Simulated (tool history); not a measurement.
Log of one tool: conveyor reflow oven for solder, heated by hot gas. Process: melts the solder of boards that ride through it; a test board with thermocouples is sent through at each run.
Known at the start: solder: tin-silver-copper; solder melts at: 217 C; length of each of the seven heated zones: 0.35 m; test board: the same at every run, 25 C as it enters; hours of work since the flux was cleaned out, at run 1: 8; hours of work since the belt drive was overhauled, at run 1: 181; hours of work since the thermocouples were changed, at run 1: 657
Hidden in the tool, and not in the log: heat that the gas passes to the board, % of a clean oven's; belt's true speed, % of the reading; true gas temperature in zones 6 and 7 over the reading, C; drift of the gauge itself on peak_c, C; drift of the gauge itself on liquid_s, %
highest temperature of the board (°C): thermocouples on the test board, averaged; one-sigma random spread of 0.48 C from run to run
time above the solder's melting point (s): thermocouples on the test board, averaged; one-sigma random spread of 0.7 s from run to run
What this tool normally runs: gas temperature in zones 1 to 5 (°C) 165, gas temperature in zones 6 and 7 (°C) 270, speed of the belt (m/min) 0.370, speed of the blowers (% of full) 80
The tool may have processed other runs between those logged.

run,hour,gas temperature in zones 1 to 5 (°C),gas temperature in zones 6 and 7 (°C),speed of the belt (m/min),speed of the blowers (% of full),hours of work since the flux was cleaned out,hours of work since the belt drive was overhauled,hours of work since the thermocouples were changed,highest temperature of the board (°C),time above the solder's melting point (s)
1,0.0,165,270,0.370,80,8,181,657,259.5,89.7
2,33.8,165,270,0.370,51,23,195,671,254.7,82.9
3,100.3,165,270,0.370,51,52,224,700,254.2,83.5
4,160.9,165,270,0.370,51,78,250,726,254.0,83.3
5,216.0,165,270,0.370,51,102,274,750,255.3,84.8
6,264.6,165,270,0.370,80,122,295,771,259.7,89.0
7,304.8,165,270,0.370,80,140,312,788,259.6,90.2
8,338.9,161,270,0.311,80,154,327,803,263.2,110.5
9,416.9,177,267,0.427,73,188,360,836,251.9,75.9
10,453.7,156,261,0.313,85,204,376,852,254.3,100.2
11,516.7,156,261,0.313,85,231,403,879,253.7,101.2
12,576.7,172,261,0.411,85,257,429,905,250.1,74.3

Estimate the outcome of run 13 from the log above:
13,646.0,172,261,0.411,85,287,459,935,?,?

Run 13 produced highest temperature of the board (°C) 250.6, time above the solder's melting point (s) 75.4.
If the tool had no hidden condition, the same run with the same run-to-run variation would have returned highest temperature of the board (°C) 250.8, time above the solder's melting point (s) 75.6.
